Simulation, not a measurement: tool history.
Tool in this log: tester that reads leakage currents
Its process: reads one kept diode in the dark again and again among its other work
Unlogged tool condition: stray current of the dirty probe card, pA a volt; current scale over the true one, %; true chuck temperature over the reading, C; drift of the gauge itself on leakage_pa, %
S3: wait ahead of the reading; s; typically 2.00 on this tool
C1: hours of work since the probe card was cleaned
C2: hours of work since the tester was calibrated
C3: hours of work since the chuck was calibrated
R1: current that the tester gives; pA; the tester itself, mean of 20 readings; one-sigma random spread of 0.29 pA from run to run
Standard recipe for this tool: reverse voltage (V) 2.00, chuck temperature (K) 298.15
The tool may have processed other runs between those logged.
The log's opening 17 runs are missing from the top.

{"run": 18, "day": 27.962, "reverse voltage (V)": 2.0, "chuck temperature (K)": 298.15, "S3": 2.0, "C1": 1659, "C2": 748, "C3": 1131, "R1": 90.16}
{"run": 19, "day": 29.704, "reverse voltage (V)": 2.0, "chuck temperature (K)": 298.15, "S3": 2.0, "C1": 1685, "C2": 774, "C3": 1158, "R1": 90.13}
{"run": 20, "day": 31.842, "reverse voltage (V)": 2.0, "chuck temperature (K)": 298.15, "S3": 2.0, "C1": 1717, "C2": 806, "C3": 1190, "R1": 89.85}
{"run": 21, "day": 32.896, "reverse voltage (V)": 1.58, "chuck temperature (K)": 303.15, "S3": 1.72, "C1": 1733, "C2": 822, "C3": 1206, "R1": 119.37}
{"run": 22, "day": 35.192, "reverse voltage (V)": 1.58, "chuck temperature (K)": 303.15, "S3": 1.72, "C1": 1768, "C2": 857, "C3": 1241, "R1": 118.75}
{"run": 23, "day": 37.254, "reverse voltage (V)": 3.31, "chuck temperature (K)": 298.15, "S3": 2.0, "C1": 1799, "C2": 888, "C3": 1272, "R1": 108.96}
{"run": 24, "day": 39.054, "reverse voltage (V)": 4.48, "chuck temperature (K)": 298.15, "S3": 0.31, "C1": 1826, "C2": 915, "C3": 1299, "R1": 128.05}
{"run": 25, "day": 40.275, "reverse voltage (V)": 2.0, "chuck temperature (K)": 298.15, "S3": 0.3, "C1": 1845, "C2": 934, "C3": 1317, "R1": 91.51}
{"run": 26, "day": 42.112, "reverse voltage (V)": 1.37, "chuck temperature (K)": 320.15, "S3": 1.24, "C1": 1873, "C2": 962, "C3": 1345, "R1": 370.27}
{"day": 43.612, "done": "probe card cleaned and baked"}
{"run": 27, "day": 44.417, "reverse voltage (V)": 1.37, "chuck temperature (K)": 320.15, "S3": 1.24, "C1": 12, "C2": 995, "C3": 1378, "R1": 369.94}
{"run": 28, "day": 46.475, "reverse voltage (V)": 1.04, "chuck temperature (K)": 313.15, "S3": 5.67, "C1": 43, "C2": 1026, "C3": 1409, "R1": 205.09}
{"run": 29, "day": 48.508, "reverse voltage (V)": 2.0, "chuck temperature (K)": 298.15, "S3": 0.39, "C1": 74, "C2": 1057, "C3": 1440, "R1": 88.91}
{"run": 30, "day": 49.521, "reverse voltage (V)": 1.4, "chuck temperature (K)": 330.15, "S3": 8.54, "C1": 89, "C2": 1072, "C3": 1455, "R1": 707.73}
{"run": 31, "day": 50.475, "reverse voltage (V)": 2.07, "chuck temperature (K)": 332.15, "S3": 8.7, "C1": 104, "C2": 1086, "C3": 1470, "R1": 932.7}
{"run": 32, "day": 51.967, "reverse voltage (V)": 19.5, "chuck temperature (K)": 300.15, "S3": 0.35, "C1": 126, "C2": 1109, "C3": 1492, "R1": 258.5}
{"run": 33, "day": 53.112, "reverse voltage (V)": 12.5, "chuck temperature (K)": 315.15, "S3": 0.71, "C1": 144, "C2": 1126, "C3": 1510, "R1": 599.16}
{"run": 34, "day": 55.217, "reverse voltage (V)": 6.21, "chuck temperature (K)": 305.15, "S3": 4.95, "C1": 175, "C2": 1158, "C3": 1542, "R1": 223.34}
{"run": 35, "day": 56.867, "reverse voltage (V)": 1.01, "chuck temperature (K)": 295.15, "S3": 0.56, "C1": 200, "C2": 1183, "C3": 1566, "R1": 53.2}
{"run": 36, "day": 58.283, "reverse voltage (V)": 1.01, "chuck temperature (K)": 295.15, "S3": 0.56, "C1": 222, "C2": 1204, "C3": 1588, "R1": 52.87}
{"run": 37, "day": 59.438, "reverse voltage (V)": 1.28, "chuck temperature (K)": 321.15, "S3": 1.0, "C1": 239, "C2": 1222, "C3": 1605, "R1": 380.93}
{"run": 38, "day": 60.896, "reverse voltage (V)": 2.0, "chuck temperature (K)": 298.15, "S3": 1.49, "C1": 261, "C2": 1244, "C3": 1627, "R1": 86.21}
{"run": 39, "day": 62.504, "reverse voltage (V)": 13.0, "chuck temperature (K)": 298.15, "S3": 6.45, "C1": 286, "C2": 1268, "C3": 1652, "R1": 174.49}
{"run": 40, "day": 63.608, "reverse voltage (V)": 1.68, "chuck temperature (K)": 308.15, "S3": 6.45, "C1": 302, "C2": 1285, "C3": 1668, "R1": 169.21}

Below are 4 alternative next runs, each starting from the tool's condition after run 40. Predict each:
{"run": "A", "day": 65.025, "reverse voltage (V)": 1.68, "chuck temperature (K)": 308.15, "S3": 5.99, "C1": 324, "C2": 1306, "C3": 1690, "R1": "?"}
{"run": "B", "day": 65.025, "reverse voltage (V)": 3.62, "chuck temperature (K)": 308.15, "S3": 6.45, "C1": 324, "C2": 1306, "C3": 1690, "R1": "?"}
{"run": "C", "day": 65.025, "reverse voltage (V)": 1.31, "chuck temperature (K)": 300.15, "S3": 6.45, "C1": 324, "C2": 1306, "C3": 1690, "R1": "?"}
{"run": "D", "day": 65.025, "reverse voltage (V)": 1.68, "chuck temperature (K)": 295.15, "S3": 6.09, "C1": 324, "C2": 1306, "C3": 1690, "R1": "?"}

run=A R1=168.07
run=B R1=224.98
run=C R1=84.77
run=D R1=63.14
Without the tool's hidden state the same runs would have given:
run=A R1=185.54
run=B R1=248.12
run=C R1=93.99
run=D R1=70.12

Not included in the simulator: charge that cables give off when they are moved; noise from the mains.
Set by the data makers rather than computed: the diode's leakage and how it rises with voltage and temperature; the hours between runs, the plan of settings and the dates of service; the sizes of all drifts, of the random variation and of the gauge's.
